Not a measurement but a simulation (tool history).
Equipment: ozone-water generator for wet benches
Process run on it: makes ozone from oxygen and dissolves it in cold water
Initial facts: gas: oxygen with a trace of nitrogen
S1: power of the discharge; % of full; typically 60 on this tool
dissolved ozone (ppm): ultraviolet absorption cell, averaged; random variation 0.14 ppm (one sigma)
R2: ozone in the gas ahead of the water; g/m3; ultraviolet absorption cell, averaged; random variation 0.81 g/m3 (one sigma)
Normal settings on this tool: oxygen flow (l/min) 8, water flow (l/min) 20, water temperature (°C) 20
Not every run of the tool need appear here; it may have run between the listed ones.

{"run": 1, "hour": 0.0, "S1": 60, "oxygen flow (l/min)": 8, "water flow (l/min)": 20, "water temperature (°C)": 20, "dissolved ozone (ppm)": 16.3, "R2": 126.8}
{"run": 2, "hour": 145.3, "S1": 60, "oxygen flow (l/min)": 8, "water flow (l/min)": 15, "water temperature (°C)": 20, "dissolved ozone (ppm)": 20.2, "R2": 126.4}
{"run": 3, "hour": 289.6, "S1": 60, "oxygen flow (l/min)": 8, "water flow (l/min)": 23, "water temperature (°C)": 20, "dissolved ozone (ppm)": 14.5, "R2": 126.9}
{"run": 4, "hour": 406.1, "S1": 60, "oxygen flow (l/min)": 8, "water flow (l/min)": 23, "water temperature (°C)": 20, "dissolved ozone (ppm)": 14.6, "R2": 126.4}
{"run": 5, "hour": 503.7, "S1": 60, "oxygen flow (l/min)": 8, "water flow (l/min)": 23, "water temperature (°C)": 20, "dissolved ozone (ppm)": 14.6, "R2": 126.9}
{"run": 6, "hour": 594.7, "S1": 60, "oxygen flow (l/min)": 8, "water flow (l/min)": 23, "water temperature (°C)": 20, "dissolved ozone (ppm)": 14.5, "R2": 127.8}
{"run": 7, "hour": 669.7, "S1": 94, "oxygen flow (l/min)": 8, "water flow (l/min)": 23, "water temperature (°C)": 20, "dissolved ozone (ppm)": 21.8, "R2": 188.2}
{"run": 8, "hour": 795.0, "S1": 60, "oxygen flow (l/min)": 8, "water flow (l/min)": 13, "water temperature (°C)": 20, "dissolved ozone (ppm)": 22, "R2": 125.2}
{"run": 9, "hour": 920.6, "S1": 60, "oxygen flow (l/min)": 8, "water flow (l/min)": 13, "water temperature (°C)": 13, "dissolved ozone (ppm)": 25.1, "R2": 126.3}
{"run": 10, "hour": 1041.0, "S1": 60, "oxygen flow (l/min)": 8, "water flow (l/min)": 13, "water temperature (°C)": 13, "dissolved ozone (ppm)": 25.5, "R2": 126.2}
{"run": 11, "hour": 1173.0, "S1": 60, "oxygen flow (l/min)": 8, "water flow (l/min)": 13, "water temperature (°C)": 13, "dissolved ozone (ppm)": 25.6, "R2": 127.2}
{"run": 12, "hour": 1320.4, "S1": 60, "oxygen flow (l/min)": 8, "water flow (l/min)": 13, "water temperature (°C)": 13, "dissolved ozone (ppm)": 25.5, "R2": 127.1}
{"run": 13, "hour": 1415.3, "S1": 60, "oxygen flow (l/min)": 8, "water flow (l/min)": 13, "water temperature (°C)": 13, "dissolved ozone (ppm)": 25.3, "R2": 124.3}
{"run": 14, "hour": 1503.9, "S1": 60, "oxygen flow (l/min)": 8, "water flow (l/min)": 13, "water temperature (°C)": 13, "dissolved ozone (ppm)": 25.4, "R2": 126.5}
{"run": 15, "hour": 1598.4, "S1": 60, "oxygen flow (l/min)": 8, "water flow (l/min)": 20, "water temperature (°C)": 15, "dissolved ozone (ppm)": 18, "R2": 126.4}
{"run": 16, "hour": 1756.6, "S1": 60, "oxygen flow (l/min)": 8, "water flow (l/min)": 23, "water temperature (°C)": 15, "dissolved ozone (ppm)": 15.9, "R2": 126.1}
{"hour": 1864.3, "done": "water thermometer calibrated"}
{"run": 17, "hour": 1897.5, "S1": 60, "oxygen flow (l/min)": 8, "water flow (l/min)": 23, "water temperature (°C)": 15, "dissolved ozone (ppm)": 15.8, "R2": 126.9}
{"run": 18, "hour": 2002.0, "S1": 60, "oxygen flow (l/min)": 8, "water flow (l/min)": 20, "water temperature (°C)": 19, "dissolved ozone (ppm)": 16.5, "R2": 126.2}
{"run": 19, "hour": 2129.5, "S1": 60, "oxygen flow (l/min)": 7.15, "water flow (l/min)": 28, "water temperature (°C)": 20, "dissolved ozone (ppm)": 12.5, "R2": 132.9}
{"run": 20, "hour": 2199.5, "S1": 60, "oxygen flow (l/min)": 12.63, "water flow (l/min)": 20, "water temperature (°C)": 13, "dissolved ozone (ppm)": 18.1, "R2": 99.4}
{"run": 21, "hour": 2333.2, "S1": 60, "oxygen flow (l/min)": 8, "water flow (l/min)": 20, "water temperature (°C)": 12, "dissolved ozone (ppm)": 18.7, "R2": 125.6}
{"run": 22, "hour": 2399.2, "S1": 89, "oxygen flow (l/min)": 8, "water flow (l/min)": 20, "water temperature (°C)": 13, "dissolved ozone (ppm)": 26.3, "R2": 178.8}
{"hour": 2514.7, "done": "contactor cleaned"}
{"run": 23, "hour": 2531.6, "S1": 55, "oxygen flow (l/min)": 7.61, "water flow (l/min)": 15, "water temperature (°C)": 26, "dissolved ozone (ppm)": 16.4, "R2": 121}
{"run": 24, "hour": 2612.3, "S1": 60, "oxygen flow (l/min)": 5.02, "water flow (l/min)": 20, "water temperature (°C)": 20, "dissolved ozone (ppm)": 16.7, "R2": 160.7}
{"run": 25, "hour": 2714.2, "S1": 49, "oxygen flow (l/min)": 8.82, "water flow (l/min)": 20, "water temperature (°C)": 17, "dissolved ozone (ppm)": 14.5, "R2": 101.2}
{"run": 26, "hour": 2845.3, "S1": 81, "oxygen flow (l/min)": 6.07, "water flow (l/min)": 19, "water temperature (°C)": 23, "dissolved ozone (ppm)": 21.4, "R2": 190.1}
{"run": 27, "hour": 2932.4, "S1": 92, "oxygen flow (l/min)": 10.83, "water flow (l/min)": 16, "water temperature (°C)": 21, "dissolved ozone (ppm)": 26, "R2": 159}
{"run": 28, "hour": 3085.0, "S1": 60, "oxygen flow (l/min)": 8.43, "water flow (l/min)": 20, "water temperature (°C)": 22, "dissolved ozone (ppm)": 15.5, "R2": 122.2}
{"run": 29, "hour": 3160.2, "S1": 51, "oxygen flow (l/min)": 5.89, "water flow (l/min)": 13, "water temperature (°C)": 20, "dissolved ozone (ppm)": 19.6, "R2": 126.7}
{"run": 30, "hour": 3281.3, "S1": 86, "oxygen flow (l/min)": 8, "water flow (l/min)": 20, "water temperature (°C)": 14, "dissolved ozone (ppm)": 25, "R2": 173.8}
{"run": 31, "hour": 3408.0, "S1": 60, "oxygen flow (l/min)": 8, "water flow (l/min)": 13, "water temperature (°C)": 18, "dissolved ozone (ppm)": 22.9, "R2": 126.2}
{"run": 32, "hour": 3537.4, "S1": 90, "oxygen flow (l/min)": 8.18, "water flow (l/min)": 13, "water temperature (°C)": 15, "dissolved ozone (ppm)": 34.4, "R2": 177.7}
{"run": 33, "hour": 3639.9, "S1": 60, "oxygen flow (l/min)": 11.97, "water flow (l/min)": 20, "water temperature (°C)": 20, "dissolved ozone (ppm)": 15.8, "R2": 102.3}

Branching from run 33: 4 alternative next runs. What would each branch give?
{"run": "A", "hour": 3714.7, "S1": 100, "oxygen flow (l/min)": 11.97, "water flow (l/min)": 20, "water temperature (°C)": 20, "dissolved ozone (ppm)": "?", "R2": "?"}
{"run": "B", "hour": 3714.7, "S1": 60, "oxygen flow (l/min)": 8, "water flow (l/min)": 22, "water temperature (°C)": 20, "dissolved ozone (ppm)": "?", "R2": "?"}
{"run": "C", "hour": 3714.7, "S1": 60, "oxygen flow (l/min)": 7.28, "water flow (l/min)": 20, "water temperature (°C)": 12, "dissolved ozone (ppm)": "?", "R2": "?"}
{"run": "D", "hour": 3714.7, "S1": 60, "oxygen flow (l/min)": 4.65, "water flow (l/min)": 32, "water temperature (°C)": 20, "dissolved ozone (ppm)": "?", "R2": "?"}

run=A dissolved_ozone_(ppm)=24.5 R2=161.5
run=B dissolved_ozone_(ppm)=15.4 R2=126.2
run=C dissolved_ozone_(ppm)=18.7 R2=132.4
run=D dissolved_ozone_(ppm)=10.4 R2=166.9
Had the tool no hidden state, the same runs would have come out as:
run=A dissolved_ozone_(ppm)=24.6 R2=162.2
run=B dissolved_ozone_(ppm)=15.4 R2=126.5
run=C dissolved_ozone_(ppm)=18.8 R2=132.8
run=D dissolved_ozone_(ppm)=10.4 R2=167.4
